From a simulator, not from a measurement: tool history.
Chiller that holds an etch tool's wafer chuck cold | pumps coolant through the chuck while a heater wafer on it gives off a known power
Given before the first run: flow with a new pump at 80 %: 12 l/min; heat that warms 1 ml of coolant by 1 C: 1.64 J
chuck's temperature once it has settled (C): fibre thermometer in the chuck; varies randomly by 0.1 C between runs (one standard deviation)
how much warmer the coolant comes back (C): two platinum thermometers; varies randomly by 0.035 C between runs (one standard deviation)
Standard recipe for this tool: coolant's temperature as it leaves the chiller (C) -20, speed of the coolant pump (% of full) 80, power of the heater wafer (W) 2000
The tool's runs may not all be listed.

run     day  coolant's temperature as it leaves the chiller (C)  speed of the coolant pump (% of full)  power of the heater wafer (W)  chuck's temperature once it has settled (C)  how much warmer the coolant comes back (C)
  1   0.000                                                 -20                                     80                           2000                                         -1.6                                        6.06
  2   0.688                                                 -20                                     79                           2000                                         -1.2                                        6.22
  3   1.467                                                 -20                                     79                           2000                                         -1.2                                        6.25
  4   2.662                                                 -20                                     79                           2000                                         -1.2                                        6.22
  5   3.642                                                 -20                                     79                           2000                                         -1.3                                        6.14
  6   4.950                                                 -20                                     80                           2367                                          2.2                                        7.27
  7   5.900                                                 -20                                     80                           2367                                          2.1                                        7.20
  8   7.175                                                 -19                                     80                           2000                                         -0.3                                        6.10
  9   7.858                                                 -19                                     80                           2000                                         -0.3                                        6.06
 10   8.767                                                 -19                                     80                           2000                                         -0.5                                        6.13
 11   9.788                                                 -19                                     80                           2000                                         -0.3                                        6.08
 12  10.404                                                 -19                                     80                           2000                                         -0.3                                        6.12
 13  11.375                                                 -24                                     80                           2000                                         -5.3                                        6.11
 14  12.542                                                 -24                                     80                           2000                                         -5.2                                        6.11
 15  13.304                                                 -24                                     80                           2000                                         -5.2                                        6.11
 16  14.608                                                 -24                                     80                           2000                                         -5.4                                        6.20
 17  15.579                                                 -24                                     80                           2000                                         -5.4                                        6.12
 18  16.954                                                 -26                                     64                           1156                                        -13.2                                        4.46
 19  18.296                                                 -15                                     63                           2389                                         11.8                                        9.44
 20  19.038                                                 -15                                     63                           1031                                         -3.3                                        4.07
 21  20.058                                                 -25                                     63                           2266                                          0.2                                        8.96
 22  20.871                                                 -25                                     63                           2266                                          0.3                                        8.90
 23  22.096                                                 -20                                     63                           1086                                         -7.5                                        4.30
 24  22.912                                                 -27                                     62                           2000                                         -4.2                                        8.06
 25  24.125                                                 -20                                     69                           2000                                          1.0                                        7.17
 26  25.312                                                 -18                                     94                           1211                                         -7.8                                        3.10
 27  26.000                                                 -25                                     79                           2000                                         -6.0                                        6.28
 28  26.779                                                 -25                                     75                           2000                                         -5.1                                        6.60
 29  27.850                                                 -25                                     75                           2000                                         -5.1                                        6.52
 30  28.996                                                 -25                                     75                           2000                                         -5.0                                        6.58
 31  29.867                                                 -27                                     80                           2339                                         -4.8                                        7.18
 32  31.125                                                 -27                                     80                           2339                                         -4.9                                        7.15
 33  32.175                                                 -18                                     80                           1735                                         -1.4                                        5.32

Selected run-to-run steps in chuck's temperature once it has settled (C), each split into two signed amounts: the part the tool would show with no hidden state at all (from settings, incoming material and random variation), and the remainder, which goes to the hidden state together with any gauge scatter not common to the measured and the hidden-state-free results:
The hidden state here: heat passed by the chuck's channels, % of clean ones'; flow at a given pump speed, % of a new pump's; coolant's true temperature over the reading, C; drift of the gauge itself on chuck_c, C; drift of the gauge itself on warmer_back_c, C.
Run 18 -> 19: coolant's temperature as it leaves the chiller (C) -26 -> -15, speed of the coolant pump (% of full) 64 -> 63, power of the heater wafer (W) 1156 -> 2389. chuck's temperature once it has settled (C) +25.0: hidden state +1.2, all else +23.8.
Run 19 -> 20: power of the heater wafer (W) 2389 -> 1031. chuck's temperature once it has settled (C) -15.1: hidden state -1.4, all else -13.7.
Run 20 -> 21: coolant's temperature as it leaves the chiller (C) -15 -> -25, power of the heater wafer (W) 1031 -> 2266. chuck's temperature once it has settled (C) +3.5: hidden state +1.4, all else +2.1.
Run 25 -> 26: coolant's temperature as it leaves the chiller (C) -20 -> -18, speed of the coolant pump (% of full) 69 -> 94, power of the heater wafer (W) 2000 -> 1211. chuck's temperature once it has settled (C) -8.8: hidden state -1.0, all else -7.8.

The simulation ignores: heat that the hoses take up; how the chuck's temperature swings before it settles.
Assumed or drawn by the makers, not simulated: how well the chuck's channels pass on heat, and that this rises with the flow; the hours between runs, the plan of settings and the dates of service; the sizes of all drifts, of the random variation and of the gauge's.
